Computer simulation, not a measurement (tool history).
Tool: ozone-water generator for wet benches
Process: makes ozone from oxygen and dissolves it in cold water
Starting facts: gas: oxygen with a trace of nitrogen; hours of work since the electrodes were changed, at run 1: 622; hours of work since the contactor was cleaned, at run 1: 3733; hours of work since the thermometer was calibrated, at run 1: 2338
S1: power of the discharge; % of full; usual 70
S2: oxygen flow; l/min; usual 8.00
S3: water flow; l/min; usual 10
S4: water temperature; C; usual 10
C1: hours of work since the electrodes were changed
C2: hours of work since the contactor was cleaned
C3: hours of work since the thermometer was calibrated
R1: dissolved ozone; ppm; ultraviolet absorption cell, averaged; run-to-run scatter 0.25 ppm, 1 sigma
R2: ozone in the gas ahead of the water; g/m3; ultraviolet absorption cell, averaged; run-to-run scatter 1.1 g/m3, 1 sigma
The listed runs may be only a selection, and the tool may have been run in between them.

Run 1, hour 0.0: usual settings; C1 622; C2 3733; C3 2338. Result: R1 36.8 ppm, R2 184.2 g/m3.
Run 2, hour 113.9: usual settings; C1 717; C2 3828; C3 2433. Result: R1 36.8 ppm, R2 185.4 g/m3.
Run 3, hour 243.9: usual settings but S4 16 C; C1 826; C2 3937; C3 2542. Result: R1 32.2 ppm, R2 183.0 g/m3.
Run 4, hour 318.1: usual settings but S4 16 C; C1 888; C2 3999; C3 2604. Result: R1 31.9 ppm, R2 183.8 g/m3.
Run 5, hour 462.7: usual settings but S4 7 C; C1 1009; C2 4120; C3 2725. Result: R1 38.8 ppm, R2 182.1 g/m3.
At hour 504.5: water thermometer calibrated.
Run 6, hour 586.4: usual settings but S2 9.35 l/min, S4 7 C; C1 1112; C2 4223; C3 68. Result: R1 37.9 ppm, R2 168.7 g/m3.
Run 7, hour 684.0: usual settings but S4 13 C; C1 1194; C2 4305; C3 150. Result: R1 33.8 ppm, R2 182.1 g/m3.
Run 8, hour 814.9: usual settings but S4 5 C; C1 1303; C2 4414; C3 260. Result: R1 39.9 ppm, R2 183.1 g/m3.
Run 9, hour 916.8: usual settings but S4 5 C; C1 1388; C2 4499; C3 345. Result: R1 39.8 ppm, R2 182.6 g/m3.
Run 10, hour 1035.4: usual settings but S3 8 l/min; C1 1488; C2 4599; C3 444. Result: R1 40.6 ppm, R2 181.7 g/m3.
Run 11, hour 1101.8: usual settings; C1 1543; C2 4654; C3 499. Result: R1 35.4 ppm, R2 182.1 g/m3.
Run 12, hour 1204.5: usual settings but S1 57 % of full; C1 1629; C2 4740; C3 585. Result: R1 30.0 ppm, R2 152.8 g/m3.
Run 13, hour 1344.3: usual settings but S1 57 % of full; C1 1746; C2 4857; C3 702. Result: R1 30.0 ppm, R2 151.8 g/m3.
Run 14, hour 1411.0: usual settings but S1 57 % of full; C1 1802; C2 4913; C3 758. Result: R1 29.8 ppm, R2 151.0 g/m3.
Run 15, hour 1505.3: usual settings but S1 57 % of full, S3 9 l/min; C1 1881; C2 4992; C3 837. Result: R1 31.7 ppm, R2 150.4 g/m3.
Run 16, hour 1658.0: usual settings but S1 57 % of full, S3 9 l/min; C1 2008; C2 5119; C3 965. Result: R1 31.2 ppm, R2 151.8 g/m3.
Run 17, hour 1757.9: usual settings but S4 17 C; C1 2092; C2 5203; C3 1048. Result: R1 30.0 ppm, R2 178.7 g/m3.
Run 18, hour 1870.6: usual settings but S2 11.97 l/min, S3 7 l/min; C1 2186; C2 5297; C3 1142. Result: R1 38.8 ppm, R2 147.1 g/m3.
Run 19, hour 1944.1: usual settings but S2 8.27 l/min; C1 2247; C2 5358; C3 1204. Result: R1 34.7 ppm, R2 175.7 g/m3.

Predict the results of run 20:
Run 20, hour 2050.4: usual settings but S3 11 l/min, S4 7 C; C1 2336; C2 5447; C3 1293. Result: R1 ?, R2 ?.

Run 20 came out at R1 34.8 ppm, R2 178.3 g/m3.
If the tool had no hidden condition, the same run with the same run-to-run variation would have returned R1 38.3 ppm, R2 188.4 g/m3.
